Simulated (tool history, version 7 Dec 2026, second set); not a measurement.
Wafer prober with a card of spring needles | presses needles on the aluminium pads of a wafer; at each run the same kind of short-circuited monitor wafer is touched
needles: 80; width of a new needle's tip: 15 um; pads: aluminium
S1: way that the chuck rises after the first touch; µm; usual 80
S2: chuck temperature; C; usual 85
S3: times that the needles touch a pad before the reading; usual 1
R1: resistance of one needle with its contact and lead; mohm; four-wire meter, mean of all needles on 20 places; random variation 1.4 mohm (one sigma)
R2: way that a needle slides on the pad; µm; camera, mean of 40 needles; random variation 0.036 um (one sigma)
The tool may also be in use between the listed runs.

| run | hour | S1 | S2 | S3 | R1 | R2 |
|---|---|---|---|---|---|---|
| 1 | 0.0 | 80 | 85 | 1 | 166 | 10.92 |
| 2 | 30.1 | 68 | 85 | 1 | 234 | 9.18 |
| 3 | 65.1 | 80 | 85 | 1 | 201 | 10.73 |
| 4 | 104.3 | 66 | 85 | 1 | 236 | 8.76 |
| 5 | 129.2 | 66 | 85 | 1 | 220 | 9.02 |
| 6 | 165.8 | 66 | 85 | 1 | 148 | 8.96 |
| 7 | 214.0 | 66 | 85 | 1 | 166 | 8.82 |
| 8 | 258.8 | 80 | 85 | 1 | 129 | 10.66 |
| 9 | 284.1 | 93 | 85 | 1 | 144 | 12.35 |
| 10 | 316.8 | 93 | 85 | 1 | 140 | 12.63 |
| 11 | 349.7 | 93 | 85 | 1 | 141 | 12.44 |
| 12 | 381.6 | 69 | 45 | 1 | 155 | 9.10 |
| 13 | 415.7 | 64 | 85 | 1 | 129 | 8.37 |
| 14 | 440.4 | 77 | 79 | 1 | 157 | 10.45 |
| 15 | 468.8 | 77 | 79 | 1 | 157 | 10.33 |
| 16 | 507.0 | 68 | 28 | 1 | 172 | 9.05 |
| 17 | 529.4 | 65 | 28 | 2 | 120 | 8.60 |
| 18 | 556.1 | 90 | 28 | 2 | 136 | 12.27 |
| 19 | 584.7 | 90 | 28 | 2 | 116 | 12.17 |
| 20 | 624.9 | 60 | 53 | 2 | 154 | 8.03 |
| 21 | 672.4 | 60 | 53 | 2 | 148 | 7.94 |
| 22 | 698.5 | 94 | 85 | 2 | 127 | 12.77 |

Not shown: 132 entries that the log had between the listed runs. Between which runs, and how does the tool's hidden state differ before and after?
Between runs 1 and 2: tips cleaned on abrasive film (hour 3.8); tips cleaned on abrasive film (hour 8.8); tips cleaned on abrasive film (hour 13.9); tips cleaned on abrasive film (hour 20.2); tips cleaned on abrasive film (hour 25.2)
  debris on the tips, nm: 36.4 -> 70.8; way that the needles fall short of the set height, um: 0.11 -> 0.63; tips' diameter, um: 26.63 -> 26.81
  measured less the result without the state, R1: +43 -> +109 mohm; R2: -0.01 -> -0.08 µm
Between runs 2 and 3: tips cleaned on abrasive film (hour 31.5); tips cleaned on abrasive film (hour 37.7); tips cleaned on abrasive film (hour 44.0); tips cleaned on abrasive film (hour 50.3); tips cleaned on abrasive film (hour 55.3); tips cleaned on abrasive film (hour 60.4)
  debris on the tips, nm: 70.8 -> 67.7; way that the needles fall short of the set height, um: 0.63 -> 1.25; tips' diameter, um: 26.81 -> 27.03
  measured less the result without the state, R1: +109 -> +80 mohm; R2: -0.08 -> -0.17 µm
Between runs 3 and 4: tips cleaned on abrasive film (hour 66.4); tips cleaned on abrasive film (hour 71.4); tips cleaned on abrasive film (hour 76.5); tips cleaned on abrasive film (hour 82.7); tips cleaned on abrasive film (hour 89.0); tips cleaned on abrasive film (hour 95.3); tips cleaned on abrasive film (hour 100.3)
  debris on the tips, nm: 67.7 -> 62.9; way that the needles fall short of the set height, um: 1.25 -> 1.91; tips' diameter, um: 27.03 -> 27.26
  measured less the result without the state, R1: +80 -> +112 mohm; R2: -0.17 -> -0.26 µm
Between runs 4 and 5: tips cleaned on abrasive film (hour 105.6); tips cleaned on abrasive film (hour 110.6); tips cleaned on abrasive film (hour 115.7); tips cleaned on abrasive film (hour 120.7); tips cleaned on abrasive film (hour 125.8); height of the first contact set anew (hour 128.5)
  debris on the tips, nm: 62.9 -> 54.7; way that the needles fall short of the set height, um: 1.91 -> 0; tips' diameter, um: 27.26 -> 27.45
  measured less the result without the state, R1: +112 -> +93 mohm; R2: -0.26 -> +0.00 µm
Between runs 5 and 6: tips cleaned on abrasive film (hour 131.8); tips cleaned on abrasive film (hour 136.8); tips cleaned on abrasive film (hour 141.9); tips cleaned on abrasive film (hour 146.9); card fitted with new needles (hour 158.9); tips cleaned on abrasive film (hour 164.0)
  debris on the tips, nm: 54.7 -> 34; way that the needles fall short of the set height, um: 0 -> 0.13; tips' diameter, um: 27.45 -> 15.04
  measured less the result without the state, R1: +93 -> +24 mohm; R2: +0.00 -> -0.02 µm
Between runs 6 and 7: tips cleaned on abrasive film (hour 169.6); tips cleaned on abrasive film (hour 174.6); tips cleaned on abrasive film (hour 180.9); tips cleaned on abrasive film (hour 187.2); tips cleaned on abrasive film (hour 193.4); tips cleaned on abrasive film (hour 199.7); tips cleaned on abrasive film (hour 204.8); tips cleaned on abrasive film (hour 209.8)
  debris on the tips, nm: 34 -> 58.2; way that the needles fall short of the set height, um: 0.13 -> 0.98; tips' diameter, um: 15.04 -> 15.34
  measured less the result without the state, R1: +24 -> +42 mohm; R2: -0.02 -> -0.13 µm
Between runs 7 and 8: tips cleaned on abrasive film (hour 215.3); tips cleaned on abrasive film (hour 220.3); tips cleaned on abrasive film (hour 225.4); tips cleaned on abrasive film (hour 230.4); tips cleaned on abrasive film (hour 235.5); tips cleaned on abrasive film (hour 241.7); tips cleaned on abrasive film (hour 246.8); tips cleaned on abrasive film (hour 253.0); tips cleaned on abrasive film (hour 258.1)
  debris on the tips, nm: 58.2 -> 14.1; way that the needles fall short of the set height, um: 0.98 -> 1.82; tips' diameter, um: 15.34 -> 15.64
  measured less the result without the state, R1: +42 -> +8 mohm; R2: -0.13 -> -0.25 µm
Between runs 8 and 9: tips cleaned on abrasive film (hour 263.8); tips cleaned on abrasive film (hour 270.1); tips cleaned on abrasive film (hour 275.1); tips cleaned on abrasive film (hour 281.4)
  debris on the tips, nm: 14.1 -> 49.1; way that the needles fall short of the set height, um: 1.82 -> 2.24; tips' diameter, um: 15.64 -> 15.78
  measured less the result without the state, R1: +8 -> +23 mohm; R2: -0.25 -> -0.30 µm
Between runs 9 and 10: tips cleaned on abrasive film (hour 286.7); height of the first contact set anew (hour 290.7); tips cleaned on abrasive film (hour 292.0); tips cleaned on abrasive film (hour 297.1); tips cleaned on abrasive film (hour 302.1); tips cleaned on abrasive film (hour 308.4); tips cleaned on abrasive film (hour 314.6)
  debris on the tips, nm: 49.1 -> 39.1; way that the needles fall short of the set height, um: 2.24 -> 0.56; tips' diameter, um: 15.78 -> 16.01
  measured less the result without the state, R1: +23 -> +18 mohm; R2: -0.30 -> -0.08 µm
Between runs 10 and 11: tips cleaned on abrasive film (hour 320.6); tips cleaned on abrasive film (hour 325.7); tips cleaned on abrasive film (hour 330.7); tips cleaned on abrasive film (hour 335.8); tips cleaned on abrasive film (hour 340.8); tips cleaned on abrasive film (hour 347.1)
  debris on the tips, nm: 39.1 -> 42.1; way that the needles fall short of the set height, um: 0.56 -> 1.22; tips' diameter, um: 16.01 -> 16.25
  measured less the result without the state, R1: +18 -> +19 mohm; R2: -0.08 -> -0.17 µm
Between runs 11 and 12: tips cleaned on abrasive film (hour 352.3); tips cleaned on abrasive film (hour 357.3); tips cleaned on abrasive film (hour 363.6); tips cleaned on abrasive film (hour 368.6); tips cleaned on abrasive film (hour 373.7); tips cleaned on abrasive film (hour 378.7)
  debris on the tips, nm: 42.1 -> 44.9; way that the needles fall short of the set height, um: 1.22 -> 1.83; tips' diameter, um: 16.25 -> 16.46
  measured less the result without the state, R1: +19 -> +36 mohm; R2: -0.17 -> -0.25 µm
Between runs 12 and 13: tips cleaned on abrasive film (hour 384.2); tips cleaned on abrasive film (hour 389.3); tips cleaned on abrasive film (hour 394.3); tips cleaned on abrasive film (hour 399.3); tips cleaned on abrasive film (hour 405.6); tips cleaned on abrasive film (hour 410.6); tips cleaned on abrasive film (hour 415.7)
  debris on the tips, nm: 44.9 -> 4.8; way that the needles fall short of the set height, um: 1.83 -> 2.51; tips' diameter, um: 16.46 -> 16.7
  measured less the result without the state, R1: +36 -> +6 mohm; R2: -0.25 -> -0.34 µm
Between runs 13 and 14: tips cleaned on abrasive film (hour 422.0); height of the first contact set anew (hour 422.3); tips cleaned on abrasive film (hour 427.3); tips cleaned on abrasive film (hour 432.4); tips cleaned on abrasive film (hour 437.4)
  debris on the tips, nm: 4.8 -> 50.5; way that the needles fall short of the set height, um: 2.51 -> 0.28; tips' diameter, um: 16.7 -> 16.83
  measured less the result without the state, R1: +6 -> +33 mohm; R2: -0.34 -> -0.04 µm
Between runs 14 and 15: tips cleaned on abrasive film (hour 443.0); tips cleaned on abrasive film (hour 448.0); tips cleaned on abrasive film (hour 454.3); tips cleaned on abrasive film (hour 460.6); tips cleaned on abrasive film (hour 465.6)
  debris on the tips, nm: 50.5 -> 52.4; way that the needles fall short of the set height, um: 0.28 -> 0.77; tips' diameter, um: 16.83 -> 17
  measured less the result without the state, R1: +33 -> +34 mohm; R2: -0.04 -> -0.11 µm
Between runs 15 and 16: tips cleaned on abrasive film (hour 471.3); tips cleaned on abrasive film (hour 476.4); tips cleaned on abrasive film (hour 481.4); tips cleaned on abrasive film (hour 486.4); tips cleaned on abrasive film (hour 491.5); tips cleaned on abrasive film (hour 497.8); tips cleaned on abrasive film (hour 502.8)
  debris on the tips, nm: 52.4 -> 61.9; way that the needles fall short of the set height, um: 0.77 -> 1.5; tips' diameter, um: 17 -> 17.26
  measured less the result without the state, R1: +34 -> +55 mohm; R2: -0.11 -> -0.20 µm
Between runs 16 and 17: tips cleaned on abrasive film (hour 508.3); tips cleaned on abrasive film (hour 513.3); tips cleaned on abrasive film (hour 518.4); tips cleaned on abrasive film (hour 523.4); tips cleaned on abrasive film (hour 529.4)
  debris on the tips, nm: 61.9 -> 6.1; way that the needles fall short of the set height, um: 1.5 -> 2.01; tips' diameter, um: 17.26 -> 17.44
  measured less the result without the state, R1: +55 -> +5 mohm; R2: -0.20 -> -0.28 µm
Between runs 17 and 18: tips cleaned on abrasive film (hour 534.5); tips cleaned on abrasive film (hour 540.8); tips cleaned on abrasive film (hour 545.8); tips cleaned on abrasive film (hour 552.1); height of the first contact set anew (hour 553.6)
  debris on the tips, nm: 6.1 -> 66.3; way that the needles fall short of the set height, um: 2.01 -> 0; tips' diameter, um: 17.44 -> 17.57
  measured less the result without the state, R1: +5 -> +23 mohm; R2: -0.28 -> +0.00 µm
Between runs 18 and 19: tips cleaned on abrasive film (hour 558.6); tips cleaned on abrasive film (hour 563.7); tips cleaned on abrasive film (hour 568.7); tips cleaned on abrasive film (hour 573.8); tips cleaned on abrasive film (hour 578.8); tips cleaned on abrasive film (hour 584.7)
  debris on the tips, nm: 66.3 -> 5.7; way that the needles fall short of the set height, um: 0 -> 0.55; tips' diameter, um: 17.57 -> 17.76
  measured less the result without the state, R1: +23 -> +2 mohm; R2: +0.00 -> -0.07 µm
Between runs 19 and 20: tips cleaned on abrasive film (hour 589.8); tips cleaned on abrasive film (hour 596.0); tips cleaned on abrasive film (hour 602.3); tips cleaned on abrasive film (hour 607.4); tips cleaned on abrasive film (hour 612.4); tips cleaned on abrasive film (hour 617.4); tips cleaned on abrasive film (hour 622.5)
  debris on the tips, nm: 5.7 -> 46.9; way that the needles fall short of the set height, um: 0.55 -> 1.26; tips' diameter, um: 17.76 -> 18.01
  measured less the result without the state, R1: +2 -> +33 mohm; R2: -0.07 -> -0.18 µm
Between runs 20 and 21: tips cleaned on abrasive film (hour 628.7); tips cleaned on abrasive film (hour 633.7); tips cleaned on abrasive film (hour 638.7); tips cleaned on abrasive film (hour 643.8); tips cleaned on abrasive film (hour 648.8); tips cleaned on abrasive film (hour 655.1); tips cleaned on abrasive film (hour 660.1); tips cleaned on abrasive film (hour 665.2); tips cleaned on abrasive film (hour 670.2)
  debris on the tips, nm: 46.9 -> 37.2; way that the needles fall short of the set height, um: 1.26 -> 2.18; tips' diameter, um: 18.01 -> 18.33
  measured less the result without the state, R1: +33 -> +28 mohm; R2: -0.18 -> -0.30 µm
Between runs 21 and 22: tips cleaned on abrasive film (hour 676.2); tips cleaned on abrasive film (hour 681.2); height of the first contact set anew (hour 685.2); tips cleaned on abrasive film (hour 686.6); tips cleaned on abrasive film (hour 691.6); tips cleaned on abrasive film (hour 697.9)
  debris on the tips, nm: 37.2 -> 15.4; way that the needles fall short of the set height, um: 2.18 -> 0.35; tips' diameter, um: 18.33 -> 18.52
  measured less the result without the state, R1: +28 -> +6 mohm; R2: -0.30 -> -0.05 µm
